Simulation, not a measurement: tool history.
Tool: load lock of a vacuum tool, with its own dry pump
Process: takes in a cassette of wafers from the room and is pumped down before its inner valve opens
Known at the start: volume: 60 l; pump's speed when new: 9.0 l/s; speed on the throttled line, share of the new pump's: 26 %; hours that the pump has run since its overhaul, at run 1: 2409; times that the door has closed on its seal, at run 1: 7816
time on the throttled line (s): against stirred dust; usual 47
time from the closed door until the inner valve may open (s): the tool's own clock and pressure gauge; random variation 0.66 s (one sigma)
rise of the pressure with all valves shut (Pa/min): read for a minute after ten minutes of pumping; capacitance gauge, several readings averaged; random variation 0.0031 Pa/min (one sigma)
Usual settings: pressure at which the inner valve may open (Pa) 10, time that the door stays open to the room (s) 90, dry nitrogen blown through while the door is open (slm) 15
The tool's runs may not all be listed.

run    hour  time on the throttled line (s)  pressure at which the inner valve may open (Pa)  time that the door stays open to the room (s)  dry nitrogen blown through while the door is open (slm)  hours that the pump has run since its overhaul  times that the door has closed on its seal  incoming humidity of the room's air, %  time from the closed door until the inner valve may open (s)  rise of the pressure with all valves shut (Pa/min)
  1       0                              47                                               10                                             90                                                       15                                            2409                                        7816                                    44.1                                                         100.7                                               0.161
  2    59.7                              59                                               10                                             90                                                       15                                            2469                                        7993                                    44.8                                                         109.8                                               0.162
  3   107.2                              59                                               10                                             90                                                       15                                            2517                                        8133                                    51.6                                                         109.3                                               0.178
  4     186                              59                                               10                                             90                                                       15                                            2595                                        8365                                    42.4                                                         109.9                                               0.169
  5   274.5                              59                                               10                                             90                                                       15                                            2684                                        8627                                    45.5                                                         110.2                                               0.176
  6   312.4                              59                                               10                                             90                                                        5                                            2722                                        8739                                    43.8                                                         110.1                                               0.193
  7     367                              59                                               19                                             90                                                        5                                            2776                                        8900                                    46.2                                                         104.7                                               0.206
  8   442.9                              47                                               13                                             90                                                       15                                            2852                                        9124                                    43.2                                                          99.7                                               0.182
  9   503.9                              47                                               13                                             90                                                       15                                            2913                                        9304                                    42.6                                                            99                                               0.191
 10   564.7                              47                                               10                                             90                                                       15                                            2974                                        9483                                    45.1                                                         101.2                                               0.189
 11   650.3                              47                                               10                                             90                                                       15                                            3060                                        9736                                    48.8                                                         100.4                                               0.198
 12     733                              47                                               10                                             90                                                       15                                            3142                                        9980                                    42.3                                                         101.6                                               0.195
 13   815.2                              47                                               10                                             90                                                        4                                            3225                                       10223                                    45.6                                                         101.9                                               0.223
 14   877.2                              47                                               10                                            125                                                        4                                            3286                                       10405                                    44.8                                                           101                                               0.246
 15   926.1                              47                                               10                                            125                                                        4                                            3335                                       10550                                    44.5                                                         101.4                                               0.244
 16   999.6                              38                                               10                                             90                                                       15                                            3409                                       10767                                    45.5                                                          94.9                                               0.217
 17  1053.9                              47                                               10                                             90                                                       15                                            3463                                       10927                                    45.7                                                         103.1                                               0.226
 18  1110.8                              44                                               10                                             90                                                       15                                            3520                                       11095                                    41.7                                                         100.4                                               0.225
 19  1200.5                              47                                               11                                             90                                                       15                                            3610                                       11360                                    45.6                                                         100.7                                                0.23
 20  1239.7                              47                                                8                                             76                                                       14                                            3649                                       11476                                    45.6                                                         103.3                                               0.227
 21  1312.4                              68                                               16                                             52                                                        6                                            3722                                       11690                                    43.1                                                         112.3                                               0.225
 22  1376.1                              47                                               18                                             76                                                       15                                            3785                                       11878                                    43.3                                                          97.5                                                0.23
 23  1432.7                              29                                               10                                             76                                                       15                                            3842                                       12045                                    45.8                                                          89.2                                               0.241

The next listed run, before its measurement:
 24  1514.5                              29                                               10                                             76                                                       15                                            3924                                       12287                                    46.2                                                             ?                                                   ?

{"run 24": {"time from the closed door until the inner valve may open (s)": 89.9, "rise of the pressure with all valves shut (Pa/min)": 0.248}}
Without the tool's hidden state the same run would have given time from the closed door until the inner valve may open (s) 84.1, rise of the pressure with all valves shut (Pa/min) 0.061.

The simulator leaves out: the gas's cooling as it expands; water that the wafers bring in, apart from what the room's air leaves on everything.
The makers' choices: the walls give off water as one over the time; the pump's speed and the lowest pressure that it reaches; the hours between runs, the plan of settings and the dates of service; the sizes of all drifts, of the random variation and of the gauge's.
